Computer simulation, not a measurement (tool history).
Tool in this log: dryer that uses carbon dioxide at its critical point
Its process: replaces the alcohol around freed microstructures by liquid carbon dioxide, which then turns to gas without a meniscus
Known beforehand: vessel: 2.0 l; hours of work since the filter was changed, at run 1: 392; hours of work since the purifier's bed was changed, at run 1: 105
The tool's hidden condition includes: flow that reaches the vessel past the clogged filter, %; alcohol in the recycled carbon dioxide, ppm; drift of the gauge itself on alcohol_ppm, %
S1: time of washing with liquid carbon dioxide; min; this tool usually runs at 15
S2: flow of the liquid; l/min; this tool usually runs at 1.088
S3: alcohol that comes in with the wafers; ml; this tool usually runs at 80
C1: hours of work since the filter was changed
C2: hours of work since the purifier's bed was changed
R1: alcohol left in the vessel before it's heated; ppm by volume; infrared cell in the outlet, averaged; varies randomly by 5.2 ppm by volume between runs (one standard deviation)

run	day	S1	S2	S3	C1	C2	R1
1	0	15	1.088	80	392	105	138
2	0.521	19	1.088	80	396	109	42
3	0.908	19	1.088	80	400	112	47
4	1.283	19	1.088	80	403	115	49
5	1.833	19	1.088	80	407	120	49
6	2.2	19	1.088	80	410	123	50
7	2.717	19	1.088	80	415	127	38
8	3.217	19	1.088	80	419	132	41
9	3.654	19	1.088	80	422	135	45
10	4.075	19	1.088	80	426	139	56
11	4.379	19	1.088	65	428	141	44
12	5.017	15	1.088	85	434	146	149
13	5.6	15	1.088	46	438	151	99
14	6.121	15	1.088	80	443	156	154
15	6.683	15	1.088	80	447	160	153
16	7.425	19	1.088	80	454	166	62
17	7.946	19	1.088	80	458	171	59
18	8.308	19	1.088	80	461	174	63
19	8.796	15	1.088	80	465	178	168
20	9.129	15	1.04	80	468	180	202
21	9.717	15	1.6	80	473	185	39
22	10.288	15	1.6	80	477	190	35
23	10.658	15	1.55	80	480	193	40
24	11.221	15	1.55	80	485	198	42
25	11.892	15	1.55	80	491	203	30
26	12.367	15	0.7	80	495	207	1072
27	12.896	11	1.14	68	499	212	462
28	13.542	10	1.79	67	504	217	97
# day 13.921: inlet filter changed
29	14.046	10	1.79	67	1	221	76
30	14.746	11	1.79	24	7	227	44
31	15.338	11	1.79	24	12	232	41
32	15.958	15	1.45	24	17	237	38
33	16.346	16	1.45	39	20	240	46
34	17.004	14	1.04	92	26	245	239
35	17.75	14	1.04	92	32	252	253
36	18.267	14	0.88	20	36	256	138
37	18.679	14	0.88	20	39	259	143
38	19.412	14	0.88	20	45	265	143
39	19.988	10	0.77	38	50	270	1136
40	20.483	14	0.65	80	54	274	1468
41	21.05	9	0.71	84	59	279	4088
42	21.462	9	1.16	30	62	282	359
43	21.946	19	1.088	65	66	286	57
44	22.371	13	0.67	38	70	290	794
45	23.112	13	0.83	73	76	296	722
46	23.417	19	0.78	30	79	298	112
47	23.85	11	1.62	22	82	302	62
48	24.242	11	1.62	22	85	305	59

What if the next run were any one of these 3? Each begins from the tool's condition after run 48:
A	24.746	16	1.33	22	90	310	?
B	24.746	11	1.62	24	90	310	?
C	24.746	15	1.68	80	90	310	?

run	R1
A	47
B	59
C	44
What these runs would have given with no unlogged condition in the tool:
run	R1
A	6
B	16
C	3
